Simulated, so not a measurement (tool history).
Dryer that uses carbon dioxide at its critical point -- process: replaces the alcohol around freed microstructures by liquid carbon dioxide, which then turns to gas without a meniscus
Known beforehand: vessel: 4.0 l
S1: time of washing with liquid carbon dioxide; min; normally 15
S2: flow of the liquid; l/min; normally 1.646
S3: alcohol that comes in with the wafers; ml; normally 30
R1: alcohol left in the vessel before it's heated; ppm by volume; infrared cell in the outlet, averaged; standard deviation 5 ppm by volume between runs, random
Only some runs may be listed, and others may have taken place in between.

Run 1, hour 0.0: usual settings. Result: R1 155 ppm by volume.
Run 2, hour 33.9: usual settings. Result: R1 152 ppm by volume.
At hour 82.0: inlet filter changed.
Run 3, hour 83.8: usual settings but S3 41 ml. Result: R1 159 ppm by volume.
Run 4, hour 109.8: usual settings but S1 14 min, S3 41 ml. Result: R1 179 ppm by volume.
Run 5, hour 138.8: usual settings. Result: R1 152 ppm by volume.
Run 6, hour 160.4: usual settings. Result: R1 159 ppm by volume.
Run 7, hour 207.5: usual settings. Result: R1 167 ppm by volume.
Run 8, hour 254.1: usual settings. Result: R1 168 ppm by volume.
Run 9, hour 292.0: usual settings but S3 72 ml. Result: R1 238 ppm by volume.
Run 10, hour 340.9: usual settings but S2 2.680 l/min, S3 72 ml. Result: R1 154 ppm by volume.
Run 11, hour 377.6: usual settings but S2 2.680 l/min, S3 50 ml. Result: R1 159 ppm by volume.
Run 12, hour 426.1: usual settings but S2 2.680 l/min, S3 50 ml. Result: R1 162 ppm by volume.
Run 13, hour 468.8: usual settings but S2 2.680 l/min, S3 50 ml. Result: R1 159 ppm by volume.
Run 14, hour 497.2: usual settings but S1 10 min, S2 2.380 l/min. Result: R1 207 ppm by volume.
Run 15, hour 540.0: usual settings but S1 10 min, S2 2.380 l/min. Result: R1 216 ppm by volume.
Run 16, hour 572.3: usual settings but S2 1.500 l/min. Result: R1 230 ppm by volume.
Run 17, hour 612.1: usual settings but S1 13 min, S2 1.700 l/min. Result: R1 237 ppm by volume.
Run 18, hour 661.9: usual settings but S1 12 min, S2 1.430 l/min. Result: R1 377 ppm by volume.
Run 19, hour 712.7: usual settings but S1 12 min, S2 1.430 l/min. Result: R1 389 ppm by volume.
Run 20, hour 761.9: usual settings but S1 14 min, S2 1.430 l/min. Result: R1 300 ppm by volume.
Run 21, hour 804.5: usual settings but S1 10 min, S2 1.890 l/min, S3 20 ml. Result: R1 312 ppm by volume.
Run 22, hour 831.1: usual settings but S1 11 min, S2 2.350 l/min. Result: R1 238 ppm by volume.

Below are 4 alternative next runs, each starting from the tool's condition after run 22. Predict each:
Run A, hour 873.5: usual settings but S1 18 min, S2 1.130 l/min, S3 99 ml. Result: R1 ?.
Run B, hour 873.5: usual settings but S1 21 min, S2 1.610 l/min. Result: R1 ?.
Run C, hour 873.5: usual settings but S1 11 min, S2 0.990 l/min. Result: R1 ?.
Run D, hour 873.5: usual settings but S1 18 min, S2 2.350 l/min, S3 28 ml. Result: R1 ?.

run   R1
  A  518
  B  211
  C  966
  D  216
Without the tool's unlogged condition, the same runs would have read:
run   R1
  A  233
  B    4
  C  642
  D    8
